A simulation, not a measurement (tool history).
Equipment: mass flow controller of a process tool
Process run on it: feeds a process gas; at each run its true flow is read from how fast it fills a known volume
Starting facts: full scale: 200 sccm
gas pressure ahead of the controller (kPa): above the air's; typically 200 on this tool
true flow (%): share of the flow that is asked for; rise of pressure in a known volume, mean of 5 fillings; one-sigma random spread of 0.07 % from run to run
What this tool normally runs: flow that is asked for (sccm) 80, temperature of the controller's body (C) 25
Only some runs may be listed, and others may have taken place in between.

run,hour,flow that is asked for (sccm),gas pressure ahead of the controller (kPa),temperature of the controller's body (C),true flow (%)
1,0,80,200,25,99.74
2,179,80,200,25,99.53
3,312.9,80,200,25,99.75
4,541,80,192,25,99.72
5,672.6,80,200,25,99.79
6,883.9,80,200,25,99.91
7,1093.5,80,200,25,99.81
8,1266.6,142,210,21,100.28
9,1471.6,154,200,25,100.2
10,1568.4,98,187,38,99.22
11,1736.7,80,196,25,99.94
12,1864.3,87,196,25,100.04
13,2078.9,24,200,25,100.44
14,2214.8,27,200,23,100.51

Consider 3 possible next runs. They are alternatives, not a sequence: every one starts from the tool as it was left by run 14. What does each give?
A,2433,45,242,37,?
B,2433,32,159,26,?
C,2433,161,197,39,?

run,true flow (%)
A,99.48
B,100.22
C,99.57
Without the tool's unlogged condition, the same runs would have read:
run,true flow (%)
A,98.5
B,99.03
C,98.97
